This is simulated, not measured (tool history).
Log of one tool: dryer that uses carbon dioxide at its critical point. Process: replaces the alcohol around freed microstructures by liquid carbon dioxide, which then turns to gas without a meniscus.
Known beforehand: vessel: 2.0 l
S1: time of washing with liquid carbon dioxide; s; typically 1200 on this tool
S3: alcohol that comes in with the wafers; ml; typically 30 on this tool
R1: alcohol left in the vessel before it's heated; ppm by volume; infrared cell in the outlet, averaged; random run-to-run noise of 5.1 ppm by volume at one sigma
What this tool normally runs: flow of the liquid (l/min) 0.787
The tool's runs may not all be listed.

{"run": 1, "hour": 0.0, "S1": 1200, "flow of the liquid (l/min)": 0.787, "S3": 30, "R1": 187}
{"run": 2, "hour": 19.1, "S1": 1200, "flow of the liquid (l/min)": 0.787, "S3": 30, "R1": 187}
{"run": 3, "hour": 36.9, "S1": 1200, "flow of the liquid (l/min)": 0.787, "S3": 35, "R1": 208}
{"run": 4, "hour": 55.8, "S1": 780, "flow of the liquid (l/min)": 0.787, "S3": 30, "R1": 721}
{"run": 5, "hour": 77.1, "S1": 1200, "flow of the liquid (l/min)": 0.787, "S3": 30, "R1": 214}
{"run": 6, "hour": 94.3, "S1": 1200, "flow of the liquid (l/min)": 0.862, "S3": 30, "R1": 180}
{"hour": 101.0, "done": "inlet filter changed"}
{"run": 7, "hour": 104.9, "S1": 1200, "flow of the liquid (l/min)": 0.862, "S3": 30, "R1": 138}
{"run": 8, "hour": 121.5, "S1": 1200, "flow of the liquid (l/min)": 0.862, "S3": 30, "R1": 151}
{"run": 9, "hour": 137.9, "S1": 1200, "flow of the liquid (l/min)": 0.862, "S3": 30, "R1": 144}
{"run": 10, "hour": 147.4, "S1": 1200, "flow of the liquid (l/min)": 0.862, "S3": 30, "R1": 142}
{"run": 11, "hour": 165.2, "S1": 1200, "flow of the liquid (l/min)": 0.862, "S3": 30, "R1": 153}
{"run": 12, "hour": 187.7, "S1": 1200, "flow of the liquid (l/min)": 0.787, "S3": 30, "R1": 179}
{"run": 13, "hour": 199.0, "S1": 1200, "flow of the liquid (l/min)": 0.787, "S3": 30, "R1": 181}
{"run": 14, "hour": 212.9, "S1": 1260, "flow of the liquid (l/min)": 0.787, "S3": 30, "R1": 170}
{"run": 15, "hour": 228.6, "S1": 1200, "flow of the liquid (l/min)": 0.787, "S3": 34, "R1": 208}
{"run": 16, "hour": 239.7, "S1": 1200, "flow of the liquid (l/min)": 0.787, "S3": 34, "R1": 213}
{"run": 17, "hour": 261.6, "S1": 1200, "flow of the liquid (l/min)": 0.787, "S3": 34, "R1": 217}
{"run": 18, "hour": 275.1, "S1": 1200, "flow of the liquid (l/min)": 0.787, "S3": 34, "R1": 225}
{"run": 19, "hour": 289.5, "S1": 1200, "flow of the liquid (l/min)": 0.787, "S3": 34, "R1": 235}
{"run": 20, "hour": 309.7, "S1": 1200, "flow of the liquid (l/min)": 0.787, "S3": 30, "R1": 226}
{"hour": 323.8, "done": "purifier's bed changed"}
{"run": 21, "hour": 328.6, "S1": 1200, "flow of the liquid (l/min)": 0.787, "S3": 30, "R1": 105}
{"run": 22, "hour": 342.6, "S1": 1200, "flow of the liquid (l/min)": 0.509, "S3": 30, "R1": 663}
{"run": 23, "hour": 358.2, "S1": 1200, "flow of the liquid (l/min)": 0.509, "S3": 30, "R1": 656}
{"run": 24, "hour": 379.8, "S1": 1200, "flow of the liquid (l/min)": 0.509, "S3": 30, "R1": 702}
{"run": 25, "hour": 396.0, "S1": 1080, "flow of the liquid (l/min)": 0.719, "S3": 91, "R1": 814}
{"run": 26, "hour": 407.9, "S1": 1020, "flow of the liquid (l/min)": 0.834, "S3": 41, "R1": 261}
{"run": 27, "hour": 426.6, "S1": 1020, "flow of the liquid (l/min)": 1.003, "S3": 41, "R1": 120}
{"hour": 436.9, "done": "inlet filter changed"}
{"run": 28, "hour": 439.7, "S1": 1020, "flow of the liquid (l/min)": 0.629, "S3": 25, "R1": 314}
{"run": 29, "hour": 455.5, "S1": 1020, "flow of the liquid (l/min)": 0.629, "S3": 21, "R1": 267}
{"run": 30, "hour": 466.3, "S1": 960, "flow of the liquid (l/min)": 0.726, "S3": 27, "R1": 250}
{"run": 31, "hour": 485.5, "S1": 1200, "flow of the liquid (l/min)": 0.787, "S3": 26, "R1": 83}
{"run": 32, "hour": 508.1, "S1": 1200, "flow of the liquid (l/min)": 0.787, "S3": 26, "R1": 91}
{"run": 33, "hour": 521.8, "S1": 1860, "flow of the liquid (l/min)": 1.068, "S3": 30, "R1": 40}
{"run": 34, "hour": 532.7, "S1": 1680, "flow of the liquid (l/min)": 1.02, "S3": 59, "R1": 53}
{"run": 35, "hour": 543.1, "S1": 1680, "flow of the liquid (l/min)": 0.663, "S3": 24, "R1": 72}
{"run": 36, "hour": 561.8, "S1": 1260, "flow of the liquid (l/min)": 1.154, "S3": 31, "R1": 59}
{"run": 37, "hour": 575.0, "S1": 1440, "flow of the liquid (l/min)": 0.629, "S3": 29, "R1": 152}
{"run": 38, "hour": 594.2, "S1": 960, "flow of the liquid (l/min)": 0.859, "S3": 29, "R1": 199}
{"run": 39, "hour": 604.3, "S1": 780, "flow of the liquid (l/min)": 0.941, "S3": 86, "R1": 733}
{"run": 40, "hour": 615.6, "S1": 780, "flow of the liquid (l/min)": 0.941, "S3": 86, "R1": 743}
{"run": 41, "hour": 631.0, "S1": 780, "flow of the liquid (l/min)": 0.78, "S3": 28, "R1": 578}
{"run": 42, "hour": 644.1, "S1": 1920, "flow of the liquid (l/min)": 1.065, "S3": 30, "R1": 63}
{"run": 43, "hour": 661.6, "S1": 1920, "flow of the liquid (l/min)": 1.065, "S3": 30, "R1": 69}
{"run": 44, "hour": 678.6, "S1": 1920, "flow of the liquid (l/min)": 1.065, "S3": 30, "R1": 74}
{"run": 45, "hour": 688.8, "S1": 1920, "flow of the liquid (l/min)": 1.065, "S3": 30, "R1": 75}
{"run": 46, "hour": 698.3, "S1": 1920, "flow of the liquid (l/min)": 1.065, "S3": 30, "R1": 83}
{"run": 47, "hour": 718.9, "S1": 720, "flow of the liquid (l/min)": 0.567, "S3": 92, "R1": 5719}

What would each run have given without the hidden state, its run-to-run variation left as it was?
Hidden state at play: flow that reaches the vessel past the clogged filter, %; alcohol in the recycled carbon dioxide, ppm; drift of the gauge itself on alcohol_ppm, %.
run=1 R1=55
run=2 R1=50
run=3 R1=54
run=4 R1=364
run=5 R1=51
run=6 R1=37
run=7 R1=38
run=8 R1=45
run=9 R1=37
run=10 R1=31
run=11 R1=34
run=12 R1=50
run=13 R1=44
run=14 R1=35
run=15 R1=58
run=16 R1=59
run=17 R1=53
run=18 R1=58
run=19 R1=64
run=20 R1=48
run=21 R1=62
run=22 R1=438
run=23 R1=417
run=24 R1=431
run=25 R1=412
run=26 R1=116
run=27 R1=39
run=28 R1=286
run=29 R1=230
run=30 R1=208
run=31 R1=45
run=32 R1=45
run=33 R1=2
run=34 R1=12
run=35 R1=22
run=36 R1=10
run=37 R1=73
run=38 R1=101
run=39 R1=460
run=40 R1=451
run=41 R1=361
run=42 R1=0
run=43 R1=3
run=44 R1=5
run=45 R1=4
run=46 R1=10
run=47 R1=4014
